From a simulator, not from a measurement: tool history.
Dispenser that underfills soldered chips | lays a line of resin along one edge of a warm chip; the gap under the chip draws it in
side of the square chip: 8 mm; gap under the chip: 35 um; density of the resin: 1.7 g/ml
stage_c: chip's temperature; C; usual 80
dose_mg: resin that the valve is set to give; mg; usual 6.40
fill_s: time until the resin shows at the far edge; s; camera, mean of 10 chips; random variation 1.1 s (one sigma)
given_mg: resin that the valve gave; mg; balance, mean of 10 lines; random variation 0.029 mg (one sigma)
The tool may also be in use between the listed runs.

Run 1, hour 0.0: usual settings. Result: fill_s 195.4 s, given_mg 6.08 mg.
At hour 1.1: new syringe of resin.
At hour 8.6: dispensing valve cleaned and set on the balance.
Run 2, hour 10.5: usual settings. Result: fill_s 166.5 s, given_mg 6.38 mg.
At hour 14.5: new syringe of resin.
Run 3, hour 21.1: usual settings. Result: fill_s 156.5 s, given_mg 6.39 mg.
At hour 27.4: new syringe of resin.
Run 4, hour 33.1: usual settings. Result: fill_s 146.2 s, given_mg 6.31 mg.
At hour 39.6: new syringe of resin.
Run 5, hour 50.6: usual settings. Result: fill_s 195.8 s, given_mg 6.26 mg.
At hour 52.4: new syringe of resin.
At hour 64.7: new syringe of resin.
Run 6, hour 67.3: usual settings. Result: fill_s 124.8 s, given_mg 6.23 mg.
At hour 76.6: new syringe of resin.
Run 7, hour 79.6: usual settings but stage_c 70 C. Result: fill_s 203.4 s, given_mg 6.16 mg.
At hour 88.8: new syringe of resin.
Run 8, hour 90.2: usual settings but stage_c 92 C. Result: fill_s 67.4 s, given_mg 6.19 mg.
At hour 101.0: new syringe of resin.
Run 9, hour 102.2: usual settings. Result: fill_s 113.8 s, given_mg 6.14 mg.
At hour 113.2: new syringe of resin.
Run 10, hour 114.1: usual settings. Result: fill_s 113.6 s, given_mg 6.09 mg.
Run 11, hour 124.3: usual settings. Result: fill_s 194.9 s, given_mg 6.08 mg.
At hour 125.4: new syringe of resin.
At hour 132.4: dispensing valve cleaned and set on the balance.
At hour 138.4: new syringe of resin.
Run 12, hour 139.1: usual settings. Result: fill_s 109.9 s, given_mg 6.36 mg.
Run 13, hour 149.1: usual settings but dose_mg 8.21 mg. Result: fill_s 186.8 s, given_mg 8.16 mg.
At hour 150.6: new syringe of resin.
Run 14, hour 159.7: usual settings but dose_mg 8.21 mg. Result: fill_s 170.8 s, given_mg 8.07 mg.
At hour 162.5: new syringe of resin.
Run 15, hour 168.1: usual settings but dose_mg 8.21 mg. Result: fill_s 143.2 s, given_mg 8.09 mg.
At hour 175.5: new syringe of resin.
Run 16, hour 184.6: usual settings. Result: fill_s 173.4 s, given_mg 6.27 mg.
At hour 188.2: new syringe of resin.
Run 17, hour 196.8: usual settings. Result: fill_s 170.6 s, given_mg 6.27 mg.
At hour 201.0: new syringe of resin.
Run 18, hour 207.9: usual settings. Result: fill_s 150.5 s, given_mg 6.18 mg.
At hour 214.4: new syringe of resin.
Run 19, hour 218.6: usual settings but stage_c 74 C, dose_mg 5.65 mg. Result: fill_s 177.3 s, given_mg 5.49 mg.
At hour 226.4: new syringe of resin.
Run 20, hour 235.9: usual settings but stage_c 95 C, dose_mg 8.12 mg. Result: fill_s 87.7 s, given_mg 7.81 mg.
At hour 238.5: new syringe of resin.
At hour 250.7: new syringe of resin.
Run 21, hour 253.1: usual settings but stage_c 68 C, dose_mg 6.62 mg. Result: fill_s 213.7 s, given_mg 6.33 mg.
At hour 256.4: dispensing valve cleaned and set on the balance.
Run 22, hour 262.5: usual settings but dose_mg 6.15 mg. Result: fill_s 183.5 s, given_mg 6.13 mg.
At hour 264.2: new syringe of resin.
Run 23, hour 273.0: usual settings but dose_mg 6.15 mg. Result: fill_s 164.8 s, given_mg 6.12 mg.
At hour 276.4: new syringe of resin.
At hour 288.4: new syringe of resin.
Run 24, hour 288.5: usual settings but dose_mg 6.15 mg. Result: fill_s 105.0 s, given_mg 6.04 mg.
At hour 300.4: new syringe of resin.
Run 25, hour 303.9: usual settings but dose_mg 6.15 mg. Result: fill_s 126.2 s, given_mg 6.01 mg.
At hour 313.0: new syringe of resin.
Run 26, hour 314.0: usual settings but stage_c 78 C, dose_mg 6.15 mg. Result: fill_s 120.7 s, given_mg 6.01 mg.
At hour 324.9: new syringe of resin.
Run 27, hour 329.2: usual settings but stage_c 76 C, dose_mg 8.15 mg. Result: fill_s 156.4 s, given_mg 7.93 mg.
At hour 337.4: new syringe of resin.
Run 28, hour 337.6: usual settings but stage_c 76 C, dose_mg 8.15 mg. Result: fill_s 126.8 s, given_mg 7.87 mg.
Run 29, hour 345.0: usual settings but stage_c 76 C, dose_mg 8.15 mg. Result: fill_s 186.7 s, given_mg 7.92 mg.
At hour 350.3: new syringe of resin.
Run 30, hour 357.6: usual settings but stage_c 93 C, dose_mg 8.15 mg. Result: fill_s 83.7 s, given_mg 7.76 mg.
At hour 362.4: new syringe of resin.
At hour 374.5: new syringe of resin.
Run 31, hour 374.5: usual settings but stage_c 68 C, dose_mg 7.16 mg. Result: fill_s 187.1 s, given_mg 6.88 mg.
At hour 379.9: dispensing valve cleaned and set on the balance.
Run 32, hour 384.3: usual settings but stage_c 68 C, dose_mg 7.16 mg. Result: fill_s 296.4 s, given_mg 7.14 mg.
At hour 387.7: new syringe of resin.
Run 33, hour 394.5: usual settings but stage_c 91 C, dose_mg 7.56 mg. Result: fill_s 91.4 s, given_mg 7.47 mg.

Hidden state or all else? Some run-to-run changes of fill_s, split into what the settings, what came in and random variation would give without the hidden state, and what is left for the hidden state (with any gauge scatter that isn't in both results):
The hidden state here: resin's viscosity, % of fresh resin's; dose that the valve gives, % of what is set; true chip temperature over the reading, C; drift of the gauge itself on fill_s, %; drift of the gauge itself on given_mg, %.
Run 7 -> 8: stage_c 70 -> 92, new syringe of resin. fill_s -136.0 s: hidden state -24.5, all else -111.5.
Run 10 -> 11: no setting changed, nothing entered. fill_s +81.3 s: hidden state +81.5, all else -0.2.
Run 11 -> 12: new syringe of resin, dispensing valve cleaned and set on the balance, new syringe of resin. fill_s -85.0 s: hidden state -84.6, all else -0.4.
Run 20 -> 21: stage_c 95 -> 68, dose_mg 8.12 -> 6.62, new syringe of resin, new syringe of resin. fill_s +126.0 s: hidden state -14.8, all else +140.8.
Run 31 -> 32: dispensing valve cleaned and set on the balance. fill_s +109.3 s: hidden state +109.4, all else -0.1.
Run 32 -> 33: stage_c 68 -> 91, dose_mg 7.16 -> 7.56, new syringe of resin. fill_s -205.0 s: hidden state -74.2, all else -130.8.
